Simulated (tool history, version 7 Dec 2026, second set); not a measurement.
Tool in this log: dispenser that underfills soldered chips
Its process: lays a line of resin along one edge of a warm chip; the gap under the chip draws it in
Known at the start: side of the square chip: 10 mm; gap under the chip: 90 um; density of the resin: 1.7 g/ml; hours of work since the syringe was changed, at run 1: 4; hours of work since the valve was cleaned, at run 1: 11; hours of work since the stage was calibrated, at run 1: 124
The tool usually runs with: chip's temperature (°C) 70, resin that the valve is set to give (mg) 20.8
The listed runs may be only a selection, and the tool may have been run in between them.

run,day,chip's temperature (°C),resin that the valve is set to give (mg),hours of work since the syringe was changed,hours of work since the valve was cleaned,hours of work since the stage was calibrated,time until the resin shows at the far edge (s),resin that the valve gave (mg)
1,0,70,20.8,4,11,124,125.2,20.59
# day 0.1: new syringe of resin
2,0.367,70,20.8,5,18,131,131.9,20.71
# day 0.45: new syringe of resin
# day 0.783: new syringe of resin
3,0.783,70,18.9,0,25,138,104.2,18.85
4,0.979,70,18.9,4,28,141,122.7,18.88
# day 1.125: new syringe of resin
5,1.392,70,21.9,5,36,149,137.4,21.56
# day 1.475: new syringe of resin
6,1.617,70,21.9,3,40,152,117.1,21.54
# day 1.812: new syringe of resin
7,1.825,70,21.9,0,43,156,102.5,21.39
# day 2.146: new syringe of resin
8,2.196,70,20.4,1,50,162,111.7,20.03
# day 2.475: new syringe of resin
9,2.475,70,20.4,0,54,167,102.8,19.93
10,2.792,59,21.6,6,60,173,228.4,20.96
# day 2.838: new syringe of resin
# day 3.175: new syringe of resin
11,3.175,59,21.6,0,67,179,178.4,20.73
# day 3.517: new syringe of resin
12,3.596,67,26.2,1,74,187,125.8,25.25
# day 3.871: new syringe of resin
13,4.054,80,19.3,3,82,195,84.7,18.59

Below, some changes in time until the resin shows at the far edge (s) between adjacent runs. For each, the amount present without the hidden state too (settings, incoming material, random variation) and the amount remaining for the hidden state with gauge scatter not shared by both compared results:
Hidden conditions of the tool in this case: resin's viscosity, % of fresh resin's; dose that the valve gives, % of what is set; true chip temperature over the reading, C; drift of the gauge itself on fill_s, %; drift of the gauge itself on given_mg, %.
Run 9 -> 10: chip's temperature (°C) 70 -> 59, resin that the valve is set to give (mg) 20.4 -> 21.6. time until the resin shows at the far edge (s) +125.6: hidden state +63.1, all else +62.5.
